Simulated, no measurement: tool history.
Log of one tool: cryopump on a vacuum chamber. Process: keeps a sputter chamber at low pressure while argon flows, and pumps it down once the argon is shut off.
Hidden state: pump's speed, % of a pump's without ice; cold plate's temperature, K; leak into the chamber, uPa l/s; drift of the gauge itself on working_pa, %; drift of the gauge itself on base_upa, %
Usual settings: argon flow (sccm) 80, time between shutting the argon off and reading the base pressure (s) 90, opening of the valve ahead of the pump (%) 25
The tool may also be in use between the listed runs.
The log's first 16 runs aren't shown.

| run | hour | argon flow (sccm) | time between shutting the argon off and reading the base pressure (s) | opening of the valve ahead of the pump (%) | hours of work since the pump was warmed up and emptied | hours of work since the cold head was overhauled | hours of work since the chamber's fittings were tightened | pressure while argon flows (Pa) | pressure after the wait (uPa) |
|---|---|---|---|---|---|---|---|---|---|
| 17 | 165.5 | 144 | 90 | 25 | 429 | 429 | 2061 | 0.6514 | 2.18 |
| 18 | 180.3 | 80 | 56 | 25 | 439 | 439 | 2071 | 0.3614 | 2.47 |
| 19 | 187.7 | 80 | 56 | 25 | 444 | 444 | 2076 | 0.361 | 2.53 |
| 20 | 198.6 | 80 | 56 | 25 | 451 | 451 | 2083 | 0.3624 | 2.6 |
| 21 | 209.4 | 80 | 56 | 25 | 458 | 458 | 2090 | 0.3627 | 2.61 |
| 22 | 220.4 | 36 | 90 | 25 | 465 | 465 | 2097 | 0.1639 | 2.21 |
| 23 | 226.8 | 66 | 52 | 28 | 470 | 470 | 2101 | 0.2678 | 2.69 |
| 24 | 240.7 | 66 | 52 | 28 | 479 | 479 | 2111 | 0.269 | 2.67 |
| 25 | 255.7 | 132 | 28 | 21 | 489 | 489 | 2121 | 0.7118 | 3.83 |
| 26 | 265.7 | 80 | 39 | 25 | 495 | 495 | 2127 | 0.3638 | 3.07 |
| 27 | 274.5 | 32 | 108 | 16 | 501 | 501 | 2133 | 0.2235 | 2.05 |

Forecast run 28:
| 28 | 288.3 | 38 | 108 | 16 | 510 | 510 | 2142 | ? | ? |

{"run 28": {"pressure while argon flows (Pa)": 0.2698, "pressure after the wait (uPa)": 2.09}}
Without the tool's hidden state the same run would have given pressure while argon flows (Pa) 0.2627, pressure after the wait (uPa) 0.78.

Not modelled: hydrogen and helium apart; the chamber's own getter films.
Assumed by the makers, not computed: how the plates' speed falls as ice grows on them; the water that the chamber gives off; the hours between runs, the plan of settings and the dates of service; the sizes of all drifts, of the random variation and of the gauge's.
